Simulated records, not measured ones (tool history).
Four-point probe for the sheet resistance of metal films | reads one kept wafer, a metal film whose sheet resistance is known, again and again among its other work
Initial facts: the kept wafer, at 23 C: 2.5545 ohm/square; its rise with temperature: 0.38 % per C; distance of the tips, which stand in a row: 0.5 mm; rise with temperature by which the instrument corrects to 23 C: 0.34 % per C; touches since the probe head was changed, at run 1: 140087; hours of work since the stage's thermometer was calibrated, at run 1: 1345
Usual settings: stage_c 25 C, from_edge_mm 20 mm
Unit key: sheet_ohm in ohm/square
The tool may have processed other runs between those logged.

run	hour	stage_c	from_edge_mm	touches since the probe head was changed	hours of work since the stage's thermometer was calibrated	sheet_ohm
1	0	25	20	140087	1345	2.592918
2	80.3	25	20	144450	1406	2.593372
3	130.6	25	20	147186	1445	2.593994
# hour 140: new probe head fitted
4	234.9	25	20	5156	1523	2.529988
5	321.3	25	20	9850	1589	2.531471
6	410.2	25	3	14685	1657	2.568418
7	490.6	25	3	19052	1718	2.569823
8	545	19	20	22007	1760	2.52728
9	610.5	25	20	25572	1810	2.535221
10	713.1	25	20	31145	1888	2.536625
11	802	27	20	35977	1956	2.539189
12	847.2	25	18	38438	1990	2.537647
13	892.5	25	20	40899	2025	2.538864
14	937.2	25	19	43326	2059	2.538851
15	1020.8	25	19	47874	2123	2.539166
16	1093.2	23	20	51804	2178	2.538334
17	1160.8	23	20	55482	2229	2.539329
# hour 1167.9: stage's thermometer calibrated
18	1252.6	26	20	60441	65	2.541898
19	1325.8	25	20	64423	120	2.54167
20	1426.1	22	20	69872	197	2.538308
21	1508.7	22	20	74363	260	2.540562
# hour 1553.2: stage's thermometer calibrated, once more
22	1562.2	22	20	77241	7	2.550012
23	1645	22	20	81743	70	2.550462
24	1738.3	28	35	86815	141	2.557069
25	1824.6	22	18	91504	207	2.552974
26	1917.8	22	18	96571	278	2.553711

The next listed run, before its measurement:
27	1982.1	20	31	100069	327	?

Run 27 gave sheet_ohm 2.550906 ohm/square.
Had the tool carried no hidden state, the very same run would have given sheet_ohm 2.550908 ohm/square.

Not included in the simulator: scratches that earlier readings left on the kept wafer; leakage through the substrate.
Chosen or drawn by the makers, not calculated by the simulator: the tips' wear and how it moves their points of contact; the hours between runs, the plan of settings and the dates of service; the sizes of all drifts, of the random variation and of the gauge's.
